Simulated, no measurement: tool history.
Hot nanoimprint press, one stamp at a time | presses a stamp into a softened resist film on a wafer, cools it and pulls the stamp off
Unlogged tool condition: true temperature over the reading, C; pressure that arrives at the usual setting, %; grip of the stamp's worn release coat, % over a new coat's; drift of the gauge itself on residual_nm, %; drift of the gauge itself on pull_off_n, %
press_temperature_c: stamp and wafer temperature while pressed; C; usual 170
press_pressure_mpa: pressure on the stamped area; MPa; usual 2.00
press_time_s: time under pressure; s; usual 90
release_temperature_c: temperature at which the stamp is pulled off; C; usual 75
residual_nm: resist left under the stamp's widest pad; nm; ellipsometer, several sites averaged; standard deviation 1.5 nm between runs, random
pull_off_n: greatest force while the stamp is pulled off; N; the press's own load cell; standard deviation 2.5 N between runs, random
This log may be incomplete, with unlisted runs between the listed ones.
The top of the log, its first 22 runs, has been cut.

run    hour  press_temperature_c  press_pressure_mpa  press_time_s  release_temperature_c  hours of work since the thermocouple was calibrated  imprints on the stamp's release coat  hours of work since the press's seals were changed  residual_nm  pull_off_n
 23  1249.0                  170                2.63            90                     67                                                  313                                  1107                                                 765        221.5         216
 24  1311.5                  170                2.63            90                     67                                                  344                                  1234                                                 796        220.9         233
     1367.8  -- plate thermocouple calibrated
 25  1389.1                  162                2.63           152                     67                                                   11                                  1386                                                 834        248.0         238
 26  1425.5                  162                2.63           152                     67                                                   29                                  1461                                                 852        248.8         236
 27  1512.7                  162                2.63           152                     67                                                   73                                  1638                                                 896        251.7         253
     1524.7  -- stamp cleaned and given a new release coat
 28  1580.0                  159                2.00           127                     75                                                  104                                   112                                                 927        313.4         123
 29  1659.3                  170                1.85            76                     64                                                  144                                   274                                                 967        269.8         162
 30  1733.3                  159                1.48            51                     80                                                  181                                   425                                                1004        370.3         125

Branching from run 30: 3 alternative next runs. What would each branch give?
  A  1771.1                  179                2.00            90                     75                                                  200                                   502                                                1023            ?           ?
  B  1771.1                  159                1.48            85                     69                                                  200                                   502                                                1023            ?           ?
  C  1771.1                  170                1.48            83                     67                                                  200                                   502                                                1023            ?           ?

run  residual_nm  pull_off_n
  A        187.8         145
  B        356.7         166
  C        291.0         171
Without the tool's hidden state the same runs would have given:
run  residual_nm  pull_off_n
  A        174.3         114
  B        349.1         132
  C        278.7         136
